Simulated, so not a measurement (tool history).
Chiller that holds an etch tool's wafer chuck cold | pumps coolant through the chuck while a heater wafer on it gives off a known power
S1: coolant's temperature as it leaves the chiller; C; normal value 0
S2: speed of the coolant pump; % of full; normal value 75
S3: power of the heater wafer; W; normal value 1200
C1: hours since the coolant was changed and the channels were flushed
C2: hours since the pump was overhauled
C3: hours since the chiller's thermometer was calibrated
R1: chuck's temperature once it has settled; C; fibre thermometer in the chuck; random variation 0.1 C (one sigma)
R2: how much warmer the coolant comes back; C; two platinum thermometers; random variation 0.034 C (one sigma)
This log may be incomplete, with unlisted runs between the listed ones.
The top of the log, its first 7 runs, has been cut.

{"run": 8, "day": 11.821, "S1": -8, "S2": 75, "S3": 1200, "C1": 936, "C2": 2187, "C3": 1063, "R1": 2.5, "R2": 5.58}
{"run": 9, "day": 13.525, "S1": 0, "S2": 75, "S3": 1037, "C1": 976, "C2": 2228, "C3": 1104, "R1": 9.0, "R2": 4.72}
{"run": 10, "day": 15.675, "S1": 0, "S2": 75, "S3": 1037, "C1": 1028, "C2": 2280, "C3": 1155, "R1": 9.1, "R2": 4.71}
{"run": 11, "day": 17.333, "S1": 0, "S2": 75, "S3": 1037, "C1": 1068, "C2": 2320, "C3": 1195, "R1": 9.2, "R2": 4.79}
{"run": 12, "day": 18.996, "S1": 0, "S2": 75, "S3": 1037, "C1": 1108, "C2": 2359, "C3": 1235, "R1": 9.2, "R2": 4.8}
{"run": 13, "day": 20.538, "S1": 0, "S2": 75, "S3": 843, "C1": 1145, "C2": 2396, "C3": 1272, "R1": 7.5, "R2": 3.9}
{"run": 14, "day": 22.771, "S1": 6, "S2": 75, "S3": 1200, "C1": 1198, "C2": 2450, "C3": 1326, "R1": 16.7, "R2": 5.61}
{"run": 15, "day": 24.904, "S1": -8, "S2": 75, "S3": 1200, "C1": 1250, "C2": 2501, "C3": 1377, "R1": 2.6, "R2": 5.54}
{"run": 16, "day": 26.688, "S1": -3, "S2": 75, "S3": 1200, "C1": 1292, "C2": 2544, "C3": 1420, "R1": 7.7, "R2": 5.55}
{"run": 17, "day": 29.0, "S1": -9, "S2": 94, "S3": 1249, "C1": 1348, "C2": 2600, "C3": 1475, "R1": 0.8, "R2": 4.7}
{"run": 18, "day": 31.117, "S1": 8, "S2": 88, "S3": 1200, "C1": 1399, "C2": 2650, "C3": 1526, "R1": 17.9, "R2": 4.75}
{"run": 19, "day": 32.438, "S1": -2, "S2": 75, "S3": 1200, "C1": 1430, "C2": 2682, "C3": 1558, "R1": 8.8, "R2": 5.65}
{"run": 20, "day": 34.129, "S1": -2, "S2": 75, "S3": 1200, "C1": 1471, "C2": 2723, "C3": 1598, "R1": 8.9, "R2": 5.64}
{"run": 21, "day": 35.4, "S1": -2, "S2": 75, "S3": 1200, "C1": 1502, "C2": 2753, "C3": 1629, "R1": 8.9, "R2": 5.58}
{"run": 22, "day": 36.729, "S1": 5, "S2": 67, "S3": 1393, "C1": 1533, "C2": 2785, "C3": 1661, "R1": 18.6, "R2": 7.23}
{"run": 23, "day": 39.033, "S1": 5, "S2": 67, "S3": 1393, "C1": 1589, "C2": 2840, "C3": 1716, "R1": 18.4, "R2": 7.25}
{"run": 24, "day": 41.325, "S1": -10, "S2": 75, "S3": 664, "C1": 1644, "C2": 2895, "C3": 1771, "R1": -3.9, "R2": 3.07}
{"run": 25, "day": 42.583, "S1": -1, "S2": 75, "S3": 1298, "C1": 1674, "C2": 2926, "C3": 1801, "R1": 11.0, "R2": 6.06}
{"run": 26, "day": 43.512, "S1": -1, "S2": 75, "S3": 1298, "C1": 1696, "C2": 2948, "C3": 1823, "R1": 11.0, "R2": 6.16}
{"run": 27, "day": 44.812, "S1": 2, "S2": 73, "S3": 1142, "C1": 1727, "C2": 2979, "C3": 1855, "R1": 12.6, "R2": 5.56}
{"run": 28, "day": 46.842, "S1": 0, "S2": 66, "S3": 1613, "C1": 1776, "C2": 3028, "C3": 1903, "R1": 16.0, "R2": 8.57}
{"run": 29, "day": 48.279, "S1": -9, "S2": 63, "S3": 1004, "C1": 1811, "C2": 3062, "C3": 1938, "R1": 1.4, "R2": 5.64}
{"run": 30, "day": 50.117, "S1": -9, "S2": 63, "S3": 1004, "C1": 1855, "C2": 3106, "C3": 1982, "R1": 1.3, "R2": 5.59}
{"run": 31, "day": 51.404, "S1": -9, "S2": 63, "S3": 1004, "C1": 1886, "C2": 3137, "C3": 2013, "R1": 1.4, "R2": 5.65}
{"day": 52.667, "done": "chiller's thermometer calibrated"}
{"run": 32, "day": 53.396, "S1": -9, "S2": 63, "S3": 1004, "C1": 1932, "C2": 3184, "C3": 18, "R1": 1.0, "R2": 5.6}

Consider 4 possible next runs. They are alternatives, not a sequence: every one starts from the tool as it was left by run 32. What does each give?
{"run": "A", "day": 55.275, "S1": -9, "S2": 87, "S3": 1004, "C1": 1978, "C2": 3229, "C3": 63, "R1": "?", "R2": "?"}
{"run": "B", "day": 55.275, "S1": 2, "S2": 81, "S3": 1637, "C1": 1978, "C2": 3229, "C3": 63, "R1": "?", "R2": "?"}
{"run": "C", "day": 55.275, "S1": -9, "S2": 62, "S3": 1004, "C1": 1978, "C2": 3229, "C3": 63, "R1": "?", "R2": "?"}
{"run": "D", "day": 55.275, "S1": -2, "S2": 75, "S3": 1092, "C1": 1978, "C2": 3229, "C3": 63, "R1": "?", "R2": "?"}

run=A R1=-0.8 R2=4.16
run=B R1=16.6 R2=7.16
run=C R1=1.3 R2=5.72
run=D R1=8.2 R2=5.14
What these runs would have given with no unlogged condition in the tool:
run=A R1=-1.9 R2=3.78
run=B R1=14.6 R2=6.50
run=C R1=-0.1 R2=5.19
run=D R1=6.8 R2=4.67

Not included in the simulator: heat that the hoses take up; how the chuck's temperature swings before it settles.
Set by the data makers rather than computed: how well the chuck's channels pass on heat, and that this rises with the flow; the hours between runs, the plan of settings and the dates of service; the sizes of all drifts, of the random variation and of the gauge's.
